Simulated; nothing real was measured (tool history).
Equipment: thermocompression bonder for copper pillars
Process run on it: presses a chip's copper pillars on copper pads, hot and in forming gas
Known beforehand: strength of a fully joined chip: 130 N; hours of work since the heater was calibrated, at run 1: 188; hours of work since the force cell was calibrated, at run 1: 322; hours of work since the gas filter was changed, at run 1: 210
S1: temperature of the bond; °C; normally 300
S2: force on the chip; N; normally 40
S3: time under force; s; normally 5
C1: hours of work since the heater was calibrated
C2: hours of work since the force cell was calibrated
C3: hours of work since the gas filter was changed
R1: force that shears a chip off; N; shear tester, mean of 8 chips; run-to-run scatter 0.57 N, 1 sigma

run	hour	S1	S2	S3	C1	C2	C3	R1
1	0	300	40	5	188	322	210	73.5
2	51.3	300	40	5	211	345	233	72.5
3	106	300	40	5	236	370	257	71.9
4	142.3	300	40	5	252	386	273	71
5	180.7	300	40	5	269	403	290	71
6	228.2	300	40	5	290	424	311	70.3
7	276.2	275	40	5	312	446	333	50.8
8	303.9	281	40	6	324	458	345	59.8
# hour 346.1: forming gas filter changed
9	346.1	281	40	6	343	477	0	61.7
10	384.5	281	40	4	360	494	17	53.2
11	438.1	276	40	10	384	518	41	67.7
12	474.5	276	27	10	400	534	57	45.4

Below, each run's measurement less what the same run would have read without the hidden state. Both values contain the same run-to-run variation, but the gauge's scatter may not be the same in both:
Unlogged tool condition in this case: true temperature of the bond over the reading, C; force that reaches the chip, % of what is set; oxide that the forming gas leaves, % of the face; drift of the gauge itself on shear_n, %.
run	R1
1	-4.7
2	-5.1
3	-5.6
4	-5.8
5	-6.2
6	-6.4
7	-5.7
8	-6.6
9	-4.1
10	-4
11	-5
12	-4.3

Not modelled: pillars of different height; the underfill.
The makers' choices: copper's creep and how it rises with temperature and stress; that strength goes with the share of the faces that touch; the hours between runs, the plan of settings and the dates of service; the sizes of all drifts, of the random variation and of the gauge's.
